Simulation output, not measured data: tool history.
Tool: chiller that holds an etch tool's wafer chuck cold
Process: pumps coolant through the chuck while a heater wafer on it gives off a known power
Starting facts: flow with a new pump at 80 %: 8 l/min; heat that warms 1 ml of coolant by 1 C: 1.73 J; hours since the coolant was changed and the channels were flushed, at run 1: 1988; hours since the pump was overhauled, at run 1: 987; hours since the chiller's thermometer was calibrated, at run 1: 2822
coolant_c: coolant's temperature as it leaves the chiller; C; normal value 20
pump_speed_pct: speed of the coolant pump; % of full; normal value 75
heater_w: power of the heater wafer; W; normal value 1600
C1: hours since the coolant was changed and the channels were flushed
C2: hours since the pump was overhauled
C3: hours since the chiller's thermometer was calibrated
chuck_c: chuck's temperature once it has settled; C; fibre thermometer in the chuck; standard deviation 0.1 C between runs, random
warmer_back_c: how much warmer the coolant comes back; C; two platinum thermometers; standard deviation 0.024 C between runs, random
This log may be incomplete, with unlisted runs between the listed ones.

run 1 hour=0 | coolant_c=20 pump_speed_pct=75 heater_w=1600 | C1=1988 C2=987 C3=2822 | chuck_c=42.7 warmer_back_c=7.49
run 2 hour=24.8 | coolant_c=20 pump_speed_pct=75 heater_w=1600 | C1=2013 C2=1012 C3=2847 | chuck_c=42.8 warmer_back_c=7.5
run 3 hour=47.3 | coolant_c=20 pump_speed_pct=75 heater_w=1600 | C1=2035 C2=1034 C3=2870 | chuck_c=42.8 warmer_back_c=7.5
-- hour=60.6 chiller's thermometer calibrated
run 4 hour=64.6 | coolant_c=20 pump_speed_pct=75 heater_w=1600 | C1=2052 C2=1051 C3=4 | chuck_c=43 warmer_back_c=7.48
run 5 hour=83.5 | coolant_c=20 pump_speed_pct=75 heater_w=1600 | C1=2071 C2=1070 C3=23 | chuck_c=42.8 warmer_back_c=7.47
run 6 hour=108.8 | coolant_c=27 pump_speed_pct=75 heater_w=1600 | C1=2096 C2=1095 C3=48 | chuck_c=49.9 warmer_back_c=7.52
run 7 hour=133.7 | coolant_c=27 pump_speed_pct=75 heater_w=1600 | C1=2121 C2=1120 C3=73 | chuck_c=49.9 warmer_back_c=7.48
run 8 hour=147.9 | coolant_c=27 pump_speed_pct=75 heater_w=1600 | C1=2135 C2=1134 C3=87 | chuck_c=50.1 warmer_back_c=7.51
-- hour=177.4 chiller's thermometer calibrated, once more
run 9 hour=177.4 | coolant_c=20 pump_speed_pct=80 heater_w=1600 | C1=2164 C2=1162 C3=0 | chuck_c=41.4 warmer_back_c=7.03
run 10 hour=201.2 | coolant_c=20 pump_speed_pct=80 heater_w=1600 | C1=2187 C2=1186 C3=24 | chuck_c=41.3 warmer_back_c=7.02
run 11 hour=214.5 | coolant_c=20 pump_speed_pct=75 heater_w=1600 | C1=2201 C2=1200 C3=37 | chuck_c=42.5 warmer_back_c=7.53
run 12 hour=245.7 | coolant_c=20 pump_speed_pct=75 heater_w=1600 | C1=2232 C2=1231 C3=68 | chuck_c=42.4 warmer_back_c=7.48
run 13 hour=276 | coolant_c=20 pump_speed_pct=75 heater_w=1600 | C1=2262 C2=1261 C3=99 | chuck_c=42.6 warmer_back_c=7.52
run 14 hour=306.2 | coolant_c=20 pump_speed_pct=75 heater_w=1600 | C1=2292 C2=1291 C3=129 | chuck_c=42.5 warmer_back_c=7.49
run 15 hour=321.1 | coolant_c=20 pump_speed_pct=75 heater_w=1600 | C1=2307 C2=1306 C3=144 | chuck_c=42.7 warmer_back_c=7.52
run 16 hour=339.9 | coolant_c=20 pump_speed_pct=75 heater_w=1600 | C1=2326 C2=1325 C3=162 | chuck_c=42.7 warmer_back_c=7.53
run 17 hour=368.8 | coolant_c=20 pump_speed_pct=75 heater_w=1600 | C1=2355 C2=1354 C3=191 | chuck_c=42.6 warmer_back_c=7.51
run 18 hour=385.7 | coolant_c=20 pump_speed_pct=67 heater_w=1857 | C1=2372 C2=1371 C3=208 | chuck_c=48.4 warmer_back_c=9.81
run 19 hour=404.6 | coolant_c=22 pump_speed_pct=87 heater_w=1855 | C1=2391 C2=1390 C3=227 | chuck_c=45.7 warmer_back_c=7.46
run 20 hour=428.6 | coolant_c=22 pump_speed_pct=87 heater_w=1855 | C1=2415 C2=1414 C3=251 | chuck_c=45.7 warmer_back_c=7.5
run 21 hour=454.4 | coolant_c=22 pump_speed_pct=87 heater_w=1855 | C1=2441 C2=1439 C3=277 | chuck_c=45.8 warmer_back_c=7.49
run 22 hour=471.4 | coolant_c=22 pump_speed_pct=87 heater_w=1855 | C1=2458 C2=1456 C3=294 | chuck_c=45.7 warmer_back_c=7.52

Forecast run 23:
run 23 hour=500.2 | coolant_c=10 pump_speed_pct=69 heater_w=959 | C1=2486 C2=1485 C3=323 | chuck_c=? warmer_back_c=?

Run 23 gave chuck_c 24.6 C, warmer_back_c 4.92 C.
The same run, on a tool lacking any hidden state, would have yielded chuck_c 23.5 C, warmer_back_c 4.84 C.
